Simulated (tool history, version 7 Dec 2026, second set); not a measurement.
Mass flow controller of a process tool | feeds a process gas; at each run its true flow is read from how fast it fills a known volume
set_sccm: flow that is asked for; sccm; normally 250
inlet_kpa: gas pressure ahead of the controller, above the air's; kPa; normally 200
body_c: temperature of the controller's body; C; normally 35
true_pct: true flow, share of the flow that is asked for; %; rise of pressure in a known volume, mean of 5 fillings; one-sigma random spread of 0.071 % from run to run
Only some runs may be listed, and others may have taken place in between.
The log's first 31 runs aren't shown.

run     hour  set_sccm  inlet_kpa  body_c  hours of work since the controller was set to zero  hours of work since the controller was changed  true_pct
 32   7537.9       149        227      29                                                 995                                            5645     95.89
 33   7772.7        78        140      38                                                1169                                            5818     95.89
 34   7946.4        78        140      38                                                1298                                            5947     95.61
 35   8231.2        52        259      38                                                1509                                            6158     94.42
 36   8463.2       464        211      35                                                1680                                            6330     97.66
 37   8755.9       176        200      33                                                1897                                            6546     95.79
 38   9063.1       176        200      33                                                2124                                            6773     95.63
 39   9196.8       126        200      23                                                2223                                            6872     94.35
 40   9520.9       126        200      23                                                2463                                            7112     94.13
 41   9686.1        83        272      23                                                2585                                            7235     92.93
 42   9985.9       173        215      21                                                2807                                            7456     94.30
 43  10194.2       173        245      21                                                2961                                            7611     94.06

What will run 44 give?
 44  10428.7       243        200      30                                                3135                                            7784         ?

true_pct: 95.22 %
Take away the tool's hidden state, keep the run-to-run variation as it was, and the same run would have given true_pct 99.04 %.
